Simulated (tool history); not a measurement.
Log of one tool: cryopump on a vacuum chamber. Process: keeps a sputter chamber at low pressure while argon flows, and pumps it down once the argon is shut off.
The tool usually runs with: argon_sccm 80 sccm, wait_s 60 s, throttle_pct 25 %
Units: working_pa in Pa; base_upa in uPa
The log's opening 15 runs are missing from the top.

| run | hour | argon_sccm | wait_s | throttle_pct | hours of work since the pump was warmed up and emptied | hours of work since the cold head was overhauled | hours of work since the chamber's fittings were tightened | working_pa | base_upa |
|---|---|---|---|---|---|---|---|---|---|
| 16 | 1254.5 | 115 | 51 | 19 | 281 | 3649 | 822 | 1.1462 | 3.43 |
| 17 | 1312.8 | 33 | 283 | 53 | 321 | 3689 | 863 | 0.1309 | 2.49 |
|  | 1346.9 | pump warmed up, emptied and cooled again |
| 18 | 1432.4 | 37 | 111 | 25 | 59 | 3768 | 942 | 0.2690 | 2.61 |
| 19 | 1540.9 | 89 | 214 | 22 | 134 | 3844 | 1017 | 0.7423 | 2.68 |
| 20 | 1629.1 | 63 | 29 | 25 | 195 | 3905 | 1078 | 0.4700 | 4.72 |
| 21 | 1711.5 | 145 | 24 | 20 | 252 | 3962 | 1135 | 1.3558 | 5.36 |
| 22 | 1801.0 | 47 | 283 | 33 | 314 | 4023 | 1197 | 0.2795 | 3.06 |
|  | 1840.3 | pump warmed up, emptied and cooled again |
| 23 | 1869.3 | 47 | 283 | 33 | 20 | 4067 | 1241 | 0.2594 | 2.70 |
| 24 | 1965.8 | 47 | 283 | 33 | 87 | 4134 | 1307 | 0.2623 | 2.94 |
| 25 | 2035.7 | 69 | 267 | 33 | 135 | 4182 | 1356 | 0.3921 | 3.18 |
| 26 | 2097.6 | 45 | 60 | 25 | 178 | 4225 | 1399 | 0.3382 | 4.21 |
| 27 | 2152.1 | 45 | 60 | 25 | 216 | 4263 | 1436 | 0.3409 | 4.36 |
| 28 | 2247.0 | 45 | 60 | 25 | 281 | 4329 | 1502 | 0.3435 | 4.68 |
| 29 | 2325.5 | 73 | 60 | 47 | 336 | 4383 | 1556 | 0.3173 | 4.97 |
|  | 2336.6 | pump warmed up, emptied and cooled again |
| 30 | 2409.7 | 73 | 60 | 47 | 51 | 4438 | 1611 | 0.2909 | 4.37 |

Forecast each of these 4 alternatives for the next run:
| A | 2514.8 | 44 | 233 | 47 | 123 | 4510 | 1684 | ? | ? |
| B | 2514.8 | 102 | 46 | 18 | 123 | 4510 | 1684 | ? | ? |
| C | 2514.8 | 98 | 37 | 18 | 123 | 4510 | 1684 | ? | ? |
| D | 2514.8 | 69 | 114 | 33 | 123 | 4510 | 1684 | ? | ? |

| run | working_pa | base_upa |
|---|---|---|
| A | 0.1802 | 3.78 |
| B | 1.0342 | 5.05 |
| C | 0.9940 | 5.36 |
| D | 0.3932 | 4.25 |
With the hidden condition removed and each run's random variation left untouched, the same runs would have given:
| run | working_pa | base_upa |
|---|---|---|
| A | 0.1687 | 0.58 |
| B | 1.0080 | 1.76 |
| C | 0.9689 | 2.08 |
| D | 0.3754 | 0.92 |

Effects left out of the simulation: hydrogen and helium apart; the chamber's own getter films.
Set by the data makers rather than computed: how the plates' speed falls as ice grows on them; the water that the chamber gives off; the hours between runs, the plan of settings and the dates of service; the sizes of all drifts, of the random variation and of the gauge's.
